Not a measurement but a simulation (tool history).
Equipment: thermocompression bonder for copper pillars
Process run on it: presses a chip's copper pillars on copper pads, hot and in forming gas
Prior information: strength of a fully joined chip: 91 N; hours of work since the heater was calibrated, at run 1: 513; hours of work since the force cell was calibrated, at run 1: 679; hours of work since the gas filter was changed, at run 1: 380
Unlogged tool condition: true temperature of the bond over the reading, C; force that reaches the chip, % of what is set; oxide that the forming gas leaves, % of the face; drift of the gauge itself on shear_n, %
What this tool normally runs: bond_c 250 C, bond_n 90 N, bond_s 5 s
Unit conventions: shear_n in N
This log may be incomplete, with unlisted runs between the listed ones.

run,hour,bond_c,bond_n,bond_s,hours of work since the heater was calibrated,hours of work since the force cell was calibrated,hours of work since the gas filter was changed,shear_n
1,0,250,90,5,513,679,380,34.9
2,33.2,250,90,5,537,703,404,34.4
# hour 59.5: forming gas filter changed
3,65.3,250,90,5,560,726,4,35.5
4,104.7,250,90,5,588,754,33,35
5,130.8,252,90,5,607,773,52,36.7
6,177.4,250,100,5,641,807,85,39.7
7,219.4,250,100,6,671,837,116,42.6
8,258,250,100,6,699,865,144,41.9
9,288.4,250,108,5,721,887,166,42.3
10,330,250,90,5,751,917,196,35.5
11,380.3,250,101,15,788,954,232,57
# hour 425.3: force cell calibrated
12,432.1,250,101,15,824,5,269,59.9
13,487.5,242,89,9,864,45,309,43
14,524.4,250,69,5,891,72,335,29.3
15,576.5,250,69,5,929,109,373,28.8
16,627,250,69,5,965,146,410,28.5
# hour 646.3: forming gas filter changed
17,665.2,243,55,5,993,173,14,21.2
18,701.5,243,55,10,1019,200,40,28.7
19,740.7,246,90,4,1047,228,68,34.3

5 ways to go on from here, each from the tool as it stands after run 19. What would each give?
A,775.7,250,90,7,1073,253,94,?
B,775.7,231,126,7,1073,253,94,?
C,775.7,250,90,9,1073,253,94,?
D,775.7,240,90,12,1073,253,94,?
E,775.7,250,99,14,1073,253,94,?

run,shear_n
A,44.7
B,49.8
C,47.8
D,47.9
E,59.5
Without the tool's unlogged condition, the same runs would have read:
run,shear_n
A,41.5
B,46.1
C,44.6
D,44.5
E,56.2

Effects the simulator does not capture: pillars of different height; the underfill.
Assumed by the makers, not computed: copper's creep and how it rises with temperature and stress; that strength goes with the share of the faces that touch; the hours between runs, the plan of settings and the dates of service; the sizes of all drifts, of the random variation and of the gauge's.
